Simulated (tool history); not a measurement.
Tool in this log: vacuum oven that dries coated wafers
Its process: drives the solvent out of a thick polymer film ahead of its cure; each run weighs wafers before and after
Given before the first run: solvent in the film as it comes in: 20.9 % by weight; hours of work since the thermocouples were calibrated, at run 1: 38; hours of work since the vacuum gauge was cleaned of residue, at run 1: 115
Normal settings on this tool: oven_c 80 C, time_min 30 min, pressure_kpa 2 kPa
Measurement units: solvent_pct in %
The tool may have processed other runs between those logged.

run     day  oven_c  time_min  pressure_kpa  hours of work since the thermocouples were calibrated  hours of work since the vacuum gauge was cleaned of residue  solvent_pct
  1       0      80        30             2                                                     38                                                          115         4.45
  2   1.775      80        30             2                                                     60                                                          137         4.47
  3   3.154      80        30             2                                                     78                                                          155         4.45
  4   4.654      80        30          5.81                                                     96                                                          173         5.89
  5   6.388      80        30          5.81                                                    118                                                          195          5.9
  6   7.408      80        30          5.81                                                    131                                                          208         5.85
  7   9.162      80        30          5.81                                                    153                                                          230         5.89
  8  10.617      80        30          5.81                                                    171                                                          248         5.87
  9  11.996      80        30          5.81                                                    189                                                          266         5.85
 10  13.375      79        21             2                                                    206                                                          283         6.96
 11  14.692      75        27          3.43                                                    223                                                          300         7.84

Each row is a separate what-if for the run after 11, all from the same tool condition, not one after another. Results?
  A  15.633      76        30          3.82                                                    234                                                          311            ?
  B  15.633      85        30          1.95                                                    234                                                          311            ?
  C  15.633      75        27          1.82                                                    234                                                          311            ?
  D  15.633      73        16             2                                                    234                                                          311            ?
  E  15.633      68        49          7.24                                                    234                                                          311            ?

run  solvent_pct
  A         6.96
  B         2.53
  C         7.24
  D        11.05
  E         9.96
With no hidden state in the tool, these same runs would have given:
run  solvent_pct
  A         7.18
  B         2.66
  C         7.46
  D        11.23
  E        10.18
